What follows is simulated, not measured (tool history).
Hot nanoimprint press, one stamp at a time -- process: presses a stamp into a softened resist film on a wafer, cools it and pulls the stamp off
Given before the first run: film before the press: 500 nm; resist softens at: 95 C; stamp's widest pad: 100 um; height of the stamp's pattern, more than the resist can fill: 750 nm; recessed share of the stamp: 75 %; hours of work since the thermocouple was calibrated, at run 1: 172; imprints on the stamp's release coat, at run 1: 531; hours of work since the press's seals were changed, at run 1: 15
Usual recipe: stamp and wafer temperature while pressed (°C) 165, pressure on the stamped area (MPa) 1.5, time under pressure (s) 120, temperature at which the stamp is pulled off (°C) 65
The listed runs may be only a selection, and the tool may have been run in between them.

run,hour,stamp and wafer temperature while pressed (°C),pressure on the stamped area (MPa),time under pressure (s),temperature at which the stamp is pulled off (°C),hours of work since the thermocouple was calibrated,imprints on the stamp's release coat,hours of work since the press's seals were changed,resist left under the stamp's widest pad (angstrom),greatest force while the stamp is pulled off (N)
1,0,165,1.5,120,65,172,531,15,2571,192
2,36.1,163,1.5,120,65,193,669,35,2777,198
3,83.3,163,1.5,120,65,220,849,62,2776,196
# hour 112: stamp cleaned and given a new release coat
4,130.4,165,1.5,120,65,243,70,85,2594,200
5,169.4,161,1.5,120,65,265,219,107,2984,194
6,204.3,165,1.5,120,68,285,352,127,2625,186
7,255.6,165,1.5,120,68,314,548,156,2582,185
8,301.3,165,2.28,164,68,339,723,182,1865,199
9,355.8,157,1.2,79,69,370,931,212,3982,192
# hour 366.5: stamp cleaned and given a new release coat
10,401.8,157,1.5,87,72,393,135,235,3639,177
11,429.7,157,1.5,87,72,409,242,251,3635,169
12,474,154,0.97,62,64,434,411,276,4453,203
13,515,175,1.57,120,68,457,567,299,1767,188

Branching from run 13: 4 alternative next runs. What would each branch give?
A,554.1,173,0.95,104,65,479,717,321,?,?
B,554.1,165,1.5,132,65,479,717,321,?,?
C,554.1,158,1.32,98,65,479,717,321,?,?
D,554.1,171,1.5,90,56,479,717,321,?,?

run,resist left under the stamp's widest pad (angstrom),greatest force while the stamp is pulled off (N)
A,2567,210
B,2500,203
C,3623,199
D,2306,228
What these runs would have given with no unlogged condition in the tool:
run,resist left under the stamp's widest pad (angstrom),greatest force while the stamp is pulled off (N)
A,2571,208
B,2504,202
C,3627,197
D,2309,226
